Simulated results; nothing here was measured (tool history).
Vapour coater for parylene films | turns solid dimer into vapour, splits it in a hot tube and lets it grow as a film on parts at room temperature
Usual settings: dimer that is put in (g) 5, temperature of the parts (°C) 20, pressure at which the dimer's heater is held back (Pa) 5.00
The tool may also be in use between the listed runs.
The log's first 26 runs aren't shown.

| run | hour | dimer that is put in (g) | temperature of the parts (°C) | pressure at which the dimer's heater is held back (Pa) | thickness of the film (um) |
|---|---|---|---|---|---|
|  | 481.4 | table's thermometer calibrated |
|  | 488.9 | trap's valve overhauled |
| 27 | 508.0 | 5 | 26 | 8.71 | 1.37 |
|  | 524.5 | table's thermometer calibrated, once more |
| 28 | 533.1 | 5 | 14 | 5.00 | 2.66 |
| 29 | 550.5 | 5 | 14 | 5.00 | 2.65 |
| 30 | 564.7 | 5 | 14 | 5.00 | 2.67 |
| 31 | 586.4 | 3 | 17 | 5.54 | 1.32 |
| 32 | 610.4 | 4 | 32 | 3.07 | 1.06 |
| 33 | 632.1 | 8 | 13 | 5.62 | 4.20 |
| 34 | 653.3 | 8 | 13 | 5.62 | 4.26 |
| 35 | 665.9 | 8 | 13 | 5.62 | 4.19 |
| 36 | 687.0 | 8 | 13 | 5.62 | 4.13 |
| 37 | 705.9 | 8 | 13 | 5.62 | 4.26 |
| 38 | 717.9 | 8 | 13 | 5.62 | 4.22 |
| 39 | 738.1 | 8 | 13 | 5.62 | 4.15 |
| 40 | 752.9 | 6 | 22 | 2.08 | 2.57 |
| 41 | 775.0 | 5 | 28 | 5.06 | 1.33 |
| 42 | 789.2 | 5 | 28 | 5.06 | 1.35 |
| 43 | 805.3 | 5 | 28 | 5.06 | 1.34 |
| 44 | 821.6 | 5 | 19 | 2.82 | 2.32 |
| 45 | 844.0 | 2 | 19 | 3.75 | 0.87 |
| 46 | 863.7 | 2 | 19 | 3.75 | 0.81 |

5 ways to go on from here, each from the tool as it stands after run 46. What would each give?
| A | 886.2 | 2 | 16 | 3.75 | ? |
| B | 886.2 | 3 | 15 | 5.89 | ? |
| C | 886.2 | 6 | 20 | 5.00 | ? |
| D | 886.2 | 4 | 16 | 2.92 | ? |
| E | 886.2 | 2 | 19 | 3.56 | ? |

| run | thickness of the film (um) |
|---|---|
| A | 0.99 |
| B | 1.38 |
| C | 2.20 |
| D | 2.05 |
| E | 0.79 |
Without the tool's hidden state the same runs would have given:
| run | thickness of the film (um) |
|---|---|
| A | 1.08 |
| B | 1.52 |
| C | 2.42 |
| D | 2.24 |
| E | 0.87 |
